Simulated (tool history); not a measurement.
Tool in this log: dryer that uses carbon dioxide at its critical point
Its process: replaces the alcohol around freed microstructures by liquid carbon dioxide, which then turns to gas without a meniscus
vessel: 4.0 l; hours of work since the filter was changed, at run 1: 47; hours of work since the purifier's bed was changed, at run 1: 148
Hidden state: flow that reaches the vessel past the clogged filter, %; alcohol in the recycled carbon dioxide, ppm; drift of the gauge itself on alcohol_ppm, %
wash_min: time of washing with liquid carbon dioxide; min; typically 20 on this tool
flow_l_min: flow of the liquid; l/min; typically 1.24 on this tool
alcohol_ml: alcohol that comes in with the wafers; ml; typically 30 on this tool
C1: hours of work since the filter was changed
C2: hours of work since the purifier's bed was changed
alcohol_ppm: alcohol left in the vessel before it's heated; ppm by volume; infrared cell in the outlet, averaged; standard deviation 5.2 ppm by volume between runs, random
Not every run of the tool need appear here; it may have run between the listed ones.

Run 1, day 0.000: usual settings; C1 47; C2 148. Result: alcohol_ppm 125 ppm by volume.
Run 2, day 0.788: usual settings; C1 55; C2 156. Result: alcohol_ppm 124 ppm by volume.
Run 3, day 1.504: usual settings; C1 62; C2 162. Result: alcohol_ppm 119 ppm by volume.
Run 4, day 2.350: usual settings; C1 70; C2 171. Result: alcohol_ppm 122 ppm by volume.
Run 5, day 3.162: usual settings; C1 78; C2 178. Result: alcohol_ppm 129 ppm by volume.
Run 6, day 4.012: usual settings; C1 86; C2 186. Result: alcohol_ppm 139 ppm by volume.
Run 7, day 4.567: usual settings but alcohol_ml 28 ml; C1 91; C2 192. Result: alcohol_ppm 124 ppm by volume.
Run 8, day 4.975: usual settings but alcohol_ml 106 ml; C1 95; C2 196. Result: alcohol_ppm 389 ppm by volume.
Run 9, day 5.725: usual settings but alcohol_ml 41 ml; C1 102; C2 203. Result: alcohol_ppm 175 ppm by volume.
Run 10, day 6.512: usual settings but alcohol_ml 59 ml; C1 110; C2 210. Result: alcohol_ppm 234 ppm by volume.
Run 11, day 7.375: usual settings but flow_l_min 0.86 l/min; C1 118; C2 218. Result: alcohol_ppm 416 ppm by volume.
Run 12, day 8.329: usual settings but flow_l_min 0.86 l/min; C1 127; C2 228. Result: alcohol_ppm 415 ppm by volume.
Run 13, day 9.288: usual settings but flow_l_min 1.39 l/min; C1 136; C2 237. Result: alcohol_ppm 102 ppm by volume.
Run 14, day 9.954: usual settings but flow_l_min 1.54 l/min; C1 142; C2 243. Result: alcohol_ppm 71 ppm by volume.
Run 15, day 10.854: usual settings but flow_l_min 1.54 l/min; C1 151; C2 252. Result: alcohol_ppm 72 ppm by volume.
Run 16, day 11.771: usual settings but alcohol_ml 114 ml; C1 160; C2 260. Result: alcohol_ppm 436 ppm by volume.
Run 17, day 12.746: usual settings but alcohol_ml 114 ml; C1 169; C2 270. Result: alcohol_ppm 430 ppm by volume.
Run 18, day 13.658: usual settings but flow_l_min 1.52 l/min; C1 178; C2 278. Result: alcohol_ppm 85 ppm by volume.
Run 19, day 14.100: usual settings but flow_l_min 1.17 l/min, alcohol_ml 95 ml; C1 182; C2 283. Result: alcohol_ppm 473 ppm by volume.
Run 20, day 15.062: usual settings but wash_min 14 min, flow_l_min 0.87 l/min, alcohol_ml 61 ml; C1 191; C2 292. Result: alcohol_ppm 1931 ppm by volume.
Run 21, day 15.954: usual settings but wash_min 22 min, flow_l_min 0.87 l/min, alcohol_ml 38 ml; C1 200; C2 300. Result: alcohol_ppm 415 ppm by volume.
Run 22, day 16.467: usual settings but wash_min 13 min, flow_l_min 0.94 l/min, alcohol_ml 23 ml; C1 205; C2 305. Result: alcohol_ppm 745 ppm by volume.
Run 23, day 17.004: usual settings but wash_min 14 min, flow_l_min 0.78 l/min, alcohol_ml 37 ml; C1 210; C2 310. Result: alcohol_ppm 1497 ppm by volume.
Run 24, day 17.688: usual settings but wash_min 17 min; C1 216; C2 317. Result: alcohol_ppm 255 ppm by volume.
Run 25, day 18.379: usual settings but wash_min 17 min; C1 223; C2 324. Result: alcohol_ppm 270 ppm by volume.
Run 26, day 19.296: usual settings but wash_min 24 min, flow_l_min 1.63 l/min; C1 232; C2 332. Result: alcohol_ppm 71 ppm by volume.
Run 27, day 20.046: usual settings but wash_min 25 min, flow_l_min 1.63 l/min, alcohol_ml 26 ml; C1 239; C2 339. Result: alcohol_ppm 60 ppm by volume.
Run 28, day 20.633: usual settings but wash_min 25 min, flow_l_min 1.29 l/min, alcohol_ml 25 ml; C1 244; C2 345. Result: alcohol_ppm 86 ppm by volume.
Run 29, day 21.579: usual settings but wash_min 13 min, flow_l_min 1.06 l/min, alcohol_ml 25 ml; C1 253; C2 354. Result: alcohol_ppm 664 ppm by volume.

Predict each of these 5 candidate next runs independently; none follows another, all start after run 29:
Run A, day 22.408: usual settings but wash_min 24 min, flow_l_min 0.90 l/min, alcohol_ml 31 ml; C1 261; C2 362. Result: alcohol_ppm ?.
Run B, day 22.408: usual settings but wash_min 18 min, flow_l_min 1.06 l/min, alcohol_ml 95 ml; C1 261; C2 362. Result: alcohol_ppm ?.
Run C, day 22.408: usual settings but wash_min 22 min, alcohol_ml 34 ml; C1 261; C2 362. Result: alcohol_ppm ?.
Run D, day 22.408: usual settings but wash_min 17 min, flow_l_min 1.79 l/min, alcohol_ml 34 ml; C1 261; C2 362. Result: alcohol_ppm ?.
Run E, day 22.408: usual settings but wash_min 13 min, flow_l_min 1.28 l/min, alcohol_ml 22 ml; C1 261; C2 362. Result: alcohol_ppm ?.

run  alcohol_ppm
  A          252
  B         1001
  C          134
  D          106
  E          385
Without the tool's hidden state the same runs would have given:
run  alcohol_ppm
  A          167
  B          818
  C           64
  D           43
  E          291
